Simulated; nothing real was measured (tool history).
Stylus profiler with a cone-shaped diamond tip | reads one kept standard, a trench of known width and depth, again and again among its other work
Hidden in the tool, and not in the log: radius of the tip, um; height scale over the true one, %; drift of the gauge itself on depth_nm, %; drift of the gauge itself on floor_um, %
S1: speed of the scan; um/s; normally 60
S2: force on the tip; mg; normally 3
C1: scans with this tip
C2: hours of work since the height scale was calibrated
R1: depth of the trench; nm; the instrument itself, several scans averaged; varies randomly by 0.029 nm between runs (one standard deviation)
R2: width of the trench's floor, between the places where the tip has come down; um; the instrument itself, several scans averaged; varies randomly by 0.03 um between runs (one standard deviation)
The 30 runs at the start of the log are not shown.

At hour 1719: height scale calibrated on a step standard, once more.
Run 31, hour 1768.4: usual settings but S1 83 um/s, S2 1.95 mg; C1 10753; C2 24. Result: R1 201.59 nm, R2 97.2 um.
Run 32, hour 1821.9: usual settings but S1 144 um/s, S2 3.22 mg; C1 11008; C2 49. Result: R1 202.16 nm, R2 97.09 um.
Run 33, hour 1883.4: usual settings but S1 86 um/s; C1 11301; C2 78. Result: R1 202.01 nm, R2 97.22 um.
Run 34, hour 1950.4: usual settings but S1 39 um/s, S2 7.76 mg; C1 11621; C2 110. Result: R1 203.91 nm, R2 97.35 um.
Run 35, hour 2028.8: usual settings but S1 39 um/s, S2 7.76 mg; C1 11995; C2 148. Result: R1 203.89 nm, R2 97.36 um.
Run 36, hour 2092.8: usual settings but S1 53 um/s, S2 2.98 mg; C1 12300; C2 178. Result: R1 202.01 nm, R2 97.28 um.
Run 37, hour 2131.9: usual settings but S1 100 um/s, S2 2.98 mg; C1 12487; C2 197. Result: R1 201.98 nm, R2 97.12 um.
Run 38, hour 2200.4: usual settings but S1 26 um/s, S2 1.79 mg; C1 12814; C2 229. Result: R1 201.37 nm, R2 97.33 um.
Run 39, hour 2237.9: usual settings but S1 26 um/s, S2 1.79 mg; C1 12992; C2 247. Result: R1 201.37 nm, R2 97.28 um.
Run 40, hour 2298.9: usual settings but S1 26 um/s, S2 4.75 mg; C1 13283; C2 276. Result: R1 202.71 nm, R2 97.26 um.
Run 41, hour 2362.4: usual settings but S1 43 um/s, S2 1.94 mg; C1 13586; C2 307. Result: R1 201.42 nm, R2 97.21 um.
Run 42, hour 2397.4: usual settings but S1 43 um/s, S2 4.89 mg; C1 13753; C2 323. Result: R1 202.75 nm, R2 97.24 um.
Run 43, hour 2436.1: usual settings but S1 66 um/s, S2 3.61 mg; C1 13938; C2 342. Result: R1 202.24 nm, R2 97.15 um.
Run 44, hour 2502.8: usual settings but S1 30 um/s, S2 1.42 mg; C1 14256; C2 373. Result: R1 201.05 nm, R2 97.21 um.
Run 45, hour 2580.6: usual settings but S1 30 um/s, S2 1.42 mg; C1 14627; C2 411. Result: R1 201.08 nm, R2 97.19 um.

4 options for the next run, each taken on its own from the tool as it stands now. Forecast them:
Run A, hour 2626.8: usual settings but S1 17 um/s, S2 6.95 mg; C1 14848; C2 433. Result: R1 ?, R2 ?.
Run B, hour 2626.8: usual settings but S1 54 um/s, S2 1.42 mg; C1 14848; C2 433. Result: R1 ?, R2 ?.
Run C, hour 2626.8: usual settings but S1 56 um/s, S2 4.76 mg; C1 14848; C2 433. Result: R1 ?, R2 ?.
Run D, hour 2626.8: usual settings but S1 78 um/s, S2 1.71 mg; C1 14848; C2 433. Result: R1 ?, R2 ?.

run      R1     R2
  A  203.49   97.2
  B  201.06  97.11
  C  202.67  97.18
  D  201.18  97.07
With the hidden condition removed and each run's random variation left untouched, the same runs would have given:
run      R1     R2
  A  203.72  97.95
  B  201.29  97.86
  C   202.9  97.93
  D  201.41  97.82
